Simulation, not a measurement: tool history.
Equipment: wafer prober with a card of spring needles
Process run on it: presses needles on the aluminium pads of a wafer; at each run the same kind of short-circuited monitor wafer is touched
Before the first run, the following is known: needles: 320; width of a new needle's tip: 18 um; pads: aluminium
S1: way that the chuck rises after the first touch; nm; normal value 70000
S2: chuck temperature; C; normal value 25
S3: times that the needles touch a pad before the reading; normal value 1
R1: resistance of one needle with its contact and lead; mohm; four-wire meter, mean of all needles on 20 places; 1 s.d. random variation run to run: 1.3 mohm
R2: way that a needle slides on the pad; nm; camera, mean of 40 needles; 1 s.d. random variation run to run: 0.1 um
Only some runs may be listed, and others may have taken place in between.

run 1 hour=0.0 | S1=70000 S2=25 S3=1 | R1=114 R2=16110
-- hour=6.8 tips cleaned on abrasive film
-- hour=20.5 tips cleaned on abrasive film
run 2 hour=20.5 | S1=70000 S2=25 S3=1 | R1=112 R2=16070
-- hour=34.0 tips cleaned on abrasive film
run 3 hour=39.6 | S1=70000 S2=25 S3=3 | R1=116 R2=15970
-- hour=47.5 tips cleaned on abrasive film
run 4 hour=56.1 | S1=70000 S2=25 S3=3 | R1=112 R2=15940
-- hour=62.1 tips cleaned on abrasive film
run 5 hour=73.5 | S1=70000 S2=25 S3=3 | R1=112 R2=15920
-- hour=75.3 tips cleaned on abrasive film
-- hour=88.9 tips cleaned on abrasive film
run 6 hour=90.5 | S1=70000 S2=25 S3=1 | R1=111 R2=15990
-- hour=103.4 tips cleaned on abrasive film
run 7 hour=111.5 | S1=70000 S2=25 S3=1 | R1=114 R2=16270
-- hour=116.9 tips cleaned on abrasive film
-- hour=131.5 tips cleaned on abrasive film
run 8 hour=132.9 | S1=70000 S2=25 S3=1 | R1=114 R2=16070
-- hour=145.1 tips cleaned on abrasive film
run 9 hour=145.3 | S1=70000 S2=25 S3=1 | R1=113 R2=16040
-- hour=158.8 tips cleaned on abrasive film
run 10 hour=159.6 | S1=70000 S2=25 S3=1 | R1=112 R2=16080
-- hour=173.2 tips cleaned on abrasive film
run 11 hour=175.0 | S1=70000 S2=96 S3=1 | R1=122 R2=15960
-- hour=186.4 tips cleaned on abrasive film
run 12 hour=197.2 | S1=56000 S2=25 S3=1 | R1=116 R2=12880
-- hour=201.2 tips cleaned on abrasive film
-- hour=214.6 tips cleaned on abrasive film
run 13 hour=219.1 | S1=70000 S2=34 S3=1 | R1=114 R2=15990
-- hour=228.9 tips cleaned on abrasive film
run 14 hour=239.3 | S1=70000 S2=34 S3=1 | R1=115 R2=16140
-- hour=242.8 tips cleaned on abrasive film
-- hour=257.4 tips cleaned on abrasive film
run 15 hour=258.4 | S1=70000 S2=34 S3=1 | R1=111 R2=15870
-- hour=271.3 tips cleaned on abrasive film
run 16 hour=271.3 | S1=70000 S2=34 S3=1 | R1=116 R2=15940
-- hour=285.6 tips cleaned on abrasive film
run 17 hour=293.0 | S1=70000 S2=25 S3=1 | R1=113 R2=15980
-- hour=299.4 tips cleaned on abrasive film
run 18 hour=303.0 | S1=54000 S2=70 S3=2 | R1=124 R2=12310
-- hour=313.9 tips cleaned on abrasive film
run 19 hour=317.2 | S1=54000 S2=70 S3=2 | R1=121 R2=12210
-- hour=328.2 tips cleaned on abrasive film
run 20 hour=332.7 | S1=58000 S2=70 S3=1 | R1=124 R2=13300
-- hour=341.7 tips cleaned on abrasive film
run 21 hour=351.5 | S1=70000 S2=27 S3=1 | R1=114 R2=16180
-- hour=355.3 tips cleaned on abrasive film
run 22 hour=361.9 | S1=55000 S2=37 S3=1 | R1=117 R2=12490
-- hour=369.8 tips cleaned on abrasive film
run 23 hour=373.5 | S1=55000 S2=37 S3=1 | R1=117 R2=12640
-- hour=384.2 tips cleaned on abrasive film
run 24 hour=389.8 | S1=55000 S2=37 S3=1 | R1=118 R2=12760
-- hour=398.6 tips cleaned on abrasive film
run 25 hour=410.9 | S1=81000 S2=37 S3=1 | R1=114 R2=18520
-- hour=412.3 tips cleaned on abrasive film
-- hour=425.6 tips cleaned on abrasive film
run 26 hour=429.2 | S1=81000 S2=37 S3=1 | R1=111 R2=18600
-- hour=439.7 tips cleaned on abrasive film
run 27 hour=443.9 | S1=81000 S2=100 S3=1 | R1=122 R2=18470
-- hour=453.1 tips cleaned on abrasive film
run 28 hour=462.6 | S1=52000 S2=91 S3=2 | R1=128 R2=11840
-- hour=467.0 tips cleaned on abrasive film
run 29 hour=475.9 | S1=84000 S2=91 S3=2 | R1=119 R2=19080
-- hour=480.6 tips cleaned on abrasive film
run 30 hour=485.4 | S1=84000 S2=53 S3=2 | R1=115 R2=19060
-- hour=494.5 tips cleaned on abrasive film
run 31 hour=495.8 | S1=84000 S2=53 S3=2 | R1=113 R2=19270
run 32 hour=505.3 | S1=64000 S2=27 S3=2 | R1=116 R2=14670

Consider 3 possible next runs. They are alternatives, not a sequence: every one starts from the tool as it was left by run 32. What does each give?
-- hour=507.9 tips cleaned on abrasive film
run A hour=520.4 | S1=52000 S2=26 S3=1 | R1=? R2=?
-- hour=507.9 tips cleaned on abrasive film
run B hour=520.4 | S1=86000 S2=113 S3=2 | R1=? R2=?
-- hour=507.9 tips cleaned on abrasive film
run C hour=520.4 | S1=64000 S2=27 S3=3 | R1=? R2=?

run=A R1=118 R2=11930
run=B R1=124 R2=19550
run=C R1=114 R2=14710
Had the tool no hidden state, the same runs would have come out as:
run=A R1=117 R2=11940
run=B R1=124 R2=19560
run=C R1=114 R2=14720
